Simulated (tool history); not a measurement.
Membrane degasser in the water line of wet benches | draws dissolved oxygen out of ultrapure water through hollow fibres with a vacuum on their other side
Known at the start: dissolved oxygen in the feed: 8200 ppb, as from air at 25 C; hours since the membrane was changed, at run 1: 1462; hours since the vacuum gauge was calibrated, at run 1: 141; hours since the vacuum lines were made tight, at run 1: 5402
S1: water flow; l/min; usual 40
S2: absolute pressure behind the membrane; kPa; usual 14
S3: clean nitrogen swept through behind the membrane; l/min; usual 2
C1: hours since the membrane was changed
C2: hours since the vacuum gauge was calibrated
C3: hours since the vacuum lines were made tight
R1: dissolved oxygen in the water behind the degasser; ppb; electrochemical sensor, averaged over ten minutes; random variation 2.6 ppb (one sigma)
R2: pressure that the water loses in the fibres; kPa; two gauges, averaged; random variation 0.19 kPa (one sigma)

run   hour  S1    S2    S3    C1    C2    C3      R1     R2
  1      0  40    14     2  1462   141  5402   526.7  38.78
  2   42.2  40    14     2  1505   183  5444   527.5  38.21
  3   84.5  40    14     2  1547   225  5487   522.7  38.57
  4  104.7  55    14     2  1567   245  5507   710.1  53.35
  5  132.6  55    14     2  1595   273  5535   707.5  53.04
  6  178.2  38    14     2  1641   319  5580   504.5  36.77
  7  208.4  40    14  4.33  1671   349  5611   306.5  38.73
  8    228  40    14  4.33  1690   369  5630   307.6   38.7
  9    272  26    14     2  1734   413  5674   346.9  25.01
 10  311.8  26   9.9     2  1774   453  5714   233.8  25.49
 11  342.4  26   9.9     2  1805   483  5744   235.1  25.11
     356.5  -- seals of the vacuum lines changed
 12  370.7  26   9.9     2  1831   509    14   232.2  25.09
 13  404.9  26   9.9     2  1865   544    48   234.8  25.12
 14  445.2  26   9.9     2  1906   584    89   233.4  25.49
 15  474.3  26   9.9     2  1935   613   118   235.1  24.82
 16  509.7  26   9.9     2  1970   648   153   232.5  25.29
 17  543.6  42  12.6  1.44  2004   682   187   626.9  40.58
 18  577.7  25  21.8  1.54  2038   716   221   673.1  24.32
 19  612.9  41  22.8  1.17  2073   752   256  1299.9  40.03
 20  644.3  40  16.1  1.31  2105   783   288   833.2  38.86
 21  690.5  43    14     2  2151   829   334   562.6  41.57
 22  711.4  56  32.2  0.98  2172   850   355  2422.5  54.13
 23  730.4  30  12.5  1.77  2191   869   374   388.2  28.98
 24  764.6  32    14     2  2225   903   408   425.6  30.93
 25  806.1  32    14     2  2266   945   450   429.4  30.97
 26  838.1  44  15.8     2  2298   977   482   653.2  42.51
 27  867.3  44  15.8     2  2328  1006   511   658.2  42.76

Forecast run 28:
 28  907.4  28  13.8  1.37  2368  1046  551   ?   ?

{"run 28": {"R1": 492.6, "R2": 27.05}}
Without the tool's hidden state the same run would have given R1 492.4 ppb, R2 27.04 kPa.
